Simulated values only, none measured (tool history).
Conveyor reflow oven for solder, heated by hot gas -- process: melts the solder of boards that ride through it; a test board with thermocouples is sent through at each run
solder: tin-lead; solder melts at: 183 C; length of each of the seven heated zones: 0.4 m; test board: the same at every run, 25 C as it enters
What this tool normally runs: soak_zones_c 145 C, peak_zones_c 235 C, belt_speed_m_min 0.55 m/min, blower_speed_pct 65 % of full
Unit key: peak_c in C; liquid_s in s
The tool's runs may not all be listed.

run 1 day=0 | soak_zones_c=145 peak_zones_c=235 belt_speed_m_min=0.55 blower_speed_pct=65 | peak_c=216.1 liquid_s=66
run 2 day=1.792 | soak_zones_c=145 peak_zones_c=227 belt_speed_m_min=0.55 blower_speed_pct=65 | peak_c=209 liquid_s=60.2
run 3 day=4.292 | soak_zones_c=145 peak_zones_c=227 belt_speed_m_min=0.55 blower_speed_pct=65 | peak_c=208.7 liquid_s=59.6
run 4 day=5.954 | soak_zones_c=145 peak_zones_c=227 belt_speed_m_min=0.55 blower_speed_pct=65 | peak_c=208.5 liquid_s=59.1
run 5 day=7.55 | soak_zones_c=145 peak_zones_c=227 belt_speed_m_min=0.55 blower_speed_pct=65 | peak_c=208.7 liquid_s=58.9
run 6 day=10.4 | soak_zones_c=145 peak_zones_c=235 belt_speed_m_min=0.55 blower_speed_pct=65 | peak_c=215.1 liquid_s=65.5
run 7 day=12.658 | soak_zones_c=130 peak_zones_c=235 belt_speed_m_min=0.55 blower_speed_pct=65 | peak_c=211.1 liquid_s=55.8
-- day=13.021 flux residue cleaned out of gas plates and filters
run 8 day=15.271 | soak_zones_c=145 peak_zones_c=235 belt_speed_m_min=0.446 blower_speed_pct=65 | peak_c=219.8 liquid_s=87
run 9 day=16.983 | soak_zones_c=145 peak_zones_c=235 belt_speed_m_min=0.446 blower_speed_pct=65 | peak_c=219 liquid_s=86.8
run 10 day=19.138 | soak_zones_c=145 peak_zones_c=235 belt_speed_m_min=0.541 blower_speed_pct=65 | peak_c=212.4 liquid_s=64
run 11 day=21.446 | soak_zones_c=145 peak_zones_c=248 belt_speed_m_min=0.55 blower_speed_pct=65 | peak_c=222.1 liquid_s=71.7
run 12 day=24.296 | soak_zones_c=145 peak_zones_c=248 belt_speed_m_min=0.55 blower_speed_pct=65 | peak_c=221.7 liquid_s=71.3
-- day=26.654 flux residue cleaned out of gas plates and filters, once more
run 13 day=26.85 | soak_zones_c=140 peak_zones_c=248 belt_speed_m_min=0.55 blower_speed_pct=65 | peak_c=229.2 liquid_s=75.6
run 14 day=28.258 | soak_zones_c=140 peak_zones_c=248 belt_speed_m_min=0.55 blower_speed_pct=71 | peak_c=230 liquid_s=76.7
run 15 day=29.504 | soak_zones_c=153 peak_zones_c=235 belt_speed_m_min=0.55 blower_speed_pct=81 | peak_c=222.7 liquid_s=77.8
run 16 day=31.167 | soak_zones_c=144 peak_zones_c=242 belt_speed_m_min=0.55 blower_speed_pct=65 | peak_c=224.3 liquid_s=73.6
run 17 day=33.858 | soak_zones_c=146 peak_zones_c=247 belt_speed_m_min=0.453 blower_speed_pct=55 | peak_c=231.6 liquid_s=97.3
run 18 day=36.033 | soak_zones_c=145 peak_zones_c=235 belt_speed_m_min=0.575 blower_speed_pct=65 | peak_c=216 liquid_s=64.8
run 19 day=38.188 | soak_zones_c=145 peak_zones_c=234 belt_speed_m_min=0.523 blower_speed_pct=65 | peak_c=218.4 liquid_s=73.6
run 20 day=39.679 | soak_zones_c=152 peak_zones_c=235 belt_speed_m_min=0.55 blower_speed_pct=65 | peak_c=218.5 liquid_s=73.8
run 21 day=41.146 | soak_zones_c=145 peak_zones_c=235 belt_speed_m_min=0.534 blower_speed_pct=52 | peak_c=214.1 liquid_s=67.2
run 22 day=43.1 | soak_zones_c=130 peak_zones_c=241 belt_speed_m_min=0.491 blower_speed_pct=69 | peak_c=224.2 liquid_s=77.5
run 23 day=46 | soak_zones_c=130 peak_zones_c=241 belt_speed_m_min=0.491 blower_speed_pct=69 | peak_c=224 liquid_s=77.2
run 24 day=47.538 | soak_zones_c=130 peak_zones_c=241 belt_speed_m_min=0.491 blower_speed_pct=69 | peak_c=224.3 liquid_s=77.3
run 25 day=48.938 | soak_zones_c=130 peak_zones_c=241 belt_speed_m_min=0.491 blower_speed_pct=69 | peak_c=223.8 liquid_s=77.2
run 26 day=51.229 | soak_zones_c=148 peak_zones_c=230 belt_speed_m_min=0.491 blower_speed_pct=73 | peak_c=217.1 liquid_s=80.1
run 27 day=52.862 | soak_zones_c=148 peak_zones_c=244 belt_speed_m_min=0.562 blower_speed_pct=73 | peak_c=225.4 liquid_s=75.3
run 28 day=54.946 | soak_zones_c=137 peak_zones_c=235 belt_speed_m_min=0.655 blower_speed_pct=65 | peak_c=208.1 liquid_s=44.5

Forecast each of these 3 alternatives for the next run:
run A day=57.379 | soak_zones_c=145 peak_zones_c=250 belt_speed_m_min=0.55 blower_speed_pct=65 | peak_c=? liquid_s=?
run B day=57.379 | soak_zones_c=159 peak_zones_c=235 belt_speed_m_min=0.582 blower_speed_pct=65 | peak_c=? liquid_s=?
run C day=57.379 | soak_zones_c=154 peak_zones_c=232 belt_speed_m_min=0.55 blower_speed_pct=65 | peak_c=? liquid_s=?

run=A peak_c=228 liquid_s=77
run=B peak_c=217.3 liquid_s=71.7
run=C peak_c=214.8 liquid_s=71.3
With no hidden state in the tool, these same runs would have given:
run=A peak_c=231.9 liquid_s=78.3
run=B peak_c=220.6 liquid_s=73.5
run=C peak_c=218.1 liquid_s=73.4
